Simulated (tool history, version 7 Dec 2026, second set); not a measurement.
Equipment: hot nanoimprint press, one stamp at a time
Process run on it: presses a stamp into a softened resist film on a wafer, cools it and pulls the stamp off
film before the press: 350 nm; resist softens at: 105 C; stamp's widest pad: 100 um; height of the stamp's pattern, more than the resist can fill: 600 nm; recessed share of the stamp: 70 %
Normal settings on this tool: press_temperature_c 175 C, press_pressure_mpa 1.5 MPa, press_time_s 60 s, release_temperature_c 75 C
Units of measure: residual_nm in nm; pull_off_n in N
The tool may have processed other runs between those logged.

| run | hour | press_temperature_c | press_pressure_mpa | press_time_s | release_temperature_c | residual_nm | pull_off_n |
|---|---|---|---|---|---|---|---|
| 1 | 0 | 175 | 1.5 | 60 | 75 | 189.5 | 140 |
| 2 | 18.8 | 175 | 1.5 | 60 | 75 | 189.4 | 141 |
| 3 | 33.1 | 175 | 1.5 | 60 | 75 | 189.3 | 140 |
| 4 | 58.6 | 175 | 1.5 | 60 | 75 | 188.6 | 140 |
| 5 | 74 | 175 | 1.5 | 60 | 75 | 189.5 | 140 |
| 6 | 96.9 | 175 | 1.4 | 60 | 75 | 194.3 | 140 |
| 7 | 126.5 | 175 | 1.4 | 60 | 75 | 194.4 | 141 |
| 8 | 149.7 | 175 | 1.35 | 60 | 75 | 196.9 | 141 |
| 9 | 170.8 | 175 | 1.35 | 60 | 75 | 196.6 | 140 |
| 10 | 191.3 | 175 | 1.35 | 60 | 75 | 196.2 | 137 |

Put back what was entered between runs (2 entries, withheld): which listed runs does each sit between, and how does the hidden state differ from the listed run before to the listed run after?
Logged between run 5 and run 6: press's hydraulic seals changed and the load cell set to zero (hour 87.3)
  pressure that arrives at the usual setting, %: 99.84 -> 100.01; grip of the stamp's worn release coat, % over a new coat's: 0.3 -> 0.4; drift of the gauge itself on residual_nm, %: -0.2 -> -0.24
  what was measured, less what the result would be without the hidden state, residual_nm: -0.3 -> -0.5 nm
Logged between run 6 and run 7: stamp cleaned and given a new release coat (hour 109)
  grip of the stamp's worn release coat, % over a new coat's: 0.4 -> 0; drift of the gauge itself on residual_nm, %: -0.24 -> -0.3
  what was measured, less what the result would be without the hidden state, residual_nm: -0.5 -> -0.6 nm

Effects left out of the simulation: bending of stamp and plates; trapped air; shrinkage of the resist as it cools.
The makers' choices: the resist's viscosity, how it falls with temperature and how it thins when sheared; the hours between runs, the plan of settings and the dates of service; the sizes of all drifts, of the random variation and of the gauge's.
